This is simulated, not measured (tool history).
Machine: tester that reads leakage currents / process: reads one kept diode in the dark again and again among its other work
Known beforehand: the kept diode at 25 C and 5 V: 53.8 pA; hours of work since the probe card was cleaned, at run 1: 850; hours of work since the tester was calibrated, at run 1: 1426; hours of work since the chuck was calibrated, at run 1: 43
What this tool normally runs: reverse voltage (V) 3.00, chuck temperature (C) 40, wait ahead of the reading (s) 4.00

run   hour  reverse voltage (V)  chuck temperature (C)  wait ahead of the reading (s)  hours of work since the probe card was cleaned  hours of work since the tester was calibrated  hours of work since the chuck was calibrated  current that the tester gives (pA)
  1    0.0                 3.00                     40                           4.00                                             850                                           1426                                            43                              131.28
  2   34.4                 3.00                     40                           4.00                                             869                                           1446                                            63                              131.16
  3   97.3                 3.00                     40                           4.00                                             905                                           1482                                            99                              131.65
  4  145.1                 1.04                     40                           4.00                                             933                                           1509                                           127                               76.89
  5  204.1                 1.04                     40                           4.00                                             967                                           1543                                           160                               76.80
  6  266.7                 1.04                     40                           0.72                                            1003                                           1579                                           196                               77.29
  7  322.1                 1.04                     40                           0.72                                            1034                                           1611                                           228                               77.84
  8  385.3                 1.04                     40                           0.72                                            1071                                           1647                                           264                               77.76
  9  425.6                 1.04                     40                           0.72                                            1094                                           1670                                           287                               78.16
 10  452.4                 1.04                     40                           0.72                                            1109                                           1685                                           303                               78.25
 11  493.7                 4.61                     39                           5.67                                            1133                                           1709                                           327                              159.35
     510.1  -- probe card cleaned and baked
 12  563.0                 2.60                     52                           7.96                                              30                                           1747                                           365                              269.66
 13  625.8                 1.11                     58                           5.74                                              66                                           1783                                           401                              259.86
 14  668.0                 2.67                     39                           5.74                                              91                                           1807                                           425                              114.37
 15  722.1                 1.08                     40                           0.83                                             122                                           1838                                           456                               78.31
 16  769.7                 1.08                     40                           0.83                                             149                                           1866                                           483                               78.85
 17  830.2                 5.72                     22                           1.20                                             184                                           1900                                           518                               50.88
 18  875.9                 9.92                     37                           5.03                                             210                                           1927                                           544                              197.00
 19  940.6                 3.00                     28                           1.21                                             247                                           1964                                           581                               56.69
 20  990.6                11.03                     40                           4.00                                             276                                           1992                                           610                              258.70

Consider 3 possible next runs. They are alternatives, not a sequence: every one starts from the tool as it was left by run 20. What does each give?
  A  1024.3                11.03                     23                           9.21                                             295                                           2012                                           629                                   ?
  B  1024.3                 9.58                     53                           9.83                                             295                                           2012                                           629                                   ?
  C  1024.3                 3.78                     40                           1.85                                             295                                           2012                                           629                                   ?

run  current that the tester gives (pA)
  A                               79.14
  B                              572.90
  C                              149.10
What these runs would have given with no unlogged condition in the tool:
run  current that the tester gives (pA)
  A                               68.93
  B                              551.33
  C                              142.17

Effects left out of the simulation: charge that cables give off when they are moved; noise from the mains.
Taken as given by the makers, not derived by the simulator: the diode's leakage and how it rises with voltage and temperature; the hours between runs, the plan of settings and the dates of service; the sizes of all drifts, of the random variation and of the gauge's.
